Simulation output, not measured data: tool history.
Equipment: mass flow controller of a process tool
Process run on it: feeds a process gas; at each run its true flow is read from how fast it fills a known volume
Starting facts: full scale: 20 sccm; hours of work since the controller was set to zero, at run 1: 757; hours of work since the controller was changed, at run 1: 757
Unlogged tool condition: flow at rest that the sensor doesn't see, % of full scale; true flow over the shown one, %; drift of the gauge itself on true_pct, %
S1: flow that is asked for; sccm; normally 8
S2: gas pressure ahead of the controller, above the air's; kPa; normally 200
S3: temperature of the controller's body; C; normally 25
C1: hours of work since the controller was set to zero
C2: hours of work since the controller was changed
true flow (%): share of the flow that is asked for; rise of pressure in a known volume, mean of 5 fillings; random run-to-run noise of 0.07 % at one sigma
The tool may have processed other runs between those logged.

run 1 hour=0 | S1=8 S2=200 S3=25 | C1=757 C2=757 | true_flow_(%)=99.15
run 2 hour=102.4 | S1=8 S2=200 S3=33 | C1=796 C2=796 | true_flow_(%)=100.11
run 3 hour=190.9 | S1=8 S2=200 S3=33 | C1=829 C2=829 | true_flow_(%)=100.17
run 4 hour=302.4 | S1=8 S2=218 S3=25 | C1=871 C2=871 | true_flow_(%)=99.48
run 5 hour=373.2 | S1=8 S2=200 S3=25 | C1=898 C2=898 | true_flow_(%)=99.37
run 6 hour=464.2 | S1=8 S2=200 S3=25 | C1=932 C2=932 | true_flow_(%)=99.33
run 7 hour=521 | S1=6 S2=200 S3=22 | C1=953 C2=953 | true_flow_(%)=99.06
run 8 hour=640.7 | S1=8 S2=170 S3=26 | C1=998 C2=998 | true_flow_(%)=99.49
run 9 hour=766.5 | S1=8 S2=170 S3=26 | C1=1046 C2=1046 | true_flow_(%)=99.72
run 10 hour=825 | S1=10 S2=200 S3=25 | C1=1067 C2=1067 | true_flow_(%)=99.77
run 11 hour=883.8 | S1=10 S2=200 S3=25 | C1=1090 C2=1090 | true_flow_(%)=99.9

Measured result minus the same run's result without the hidden state. Both carry the same run-to-run variation, though not necessarily the same gauge scatter:
run=1 true_flow_(%)=+0
run=2 true_flow_(%)=+0.06
run=3 true_flow_(%)=+0.11
run=4 true_flow_(%)=+0.18
run=5 true_flow_(%)=+0.21
run=6 true_flow_(%)=+0.27
run=7 true_flow_(%)=+0.31
run=8 true_flow_(%)=+0.37
run=9 true_flow_(%)=+0.45
run=10 true_flow_(%)=+0.48
run=11 true_flow_(%)=+0.52
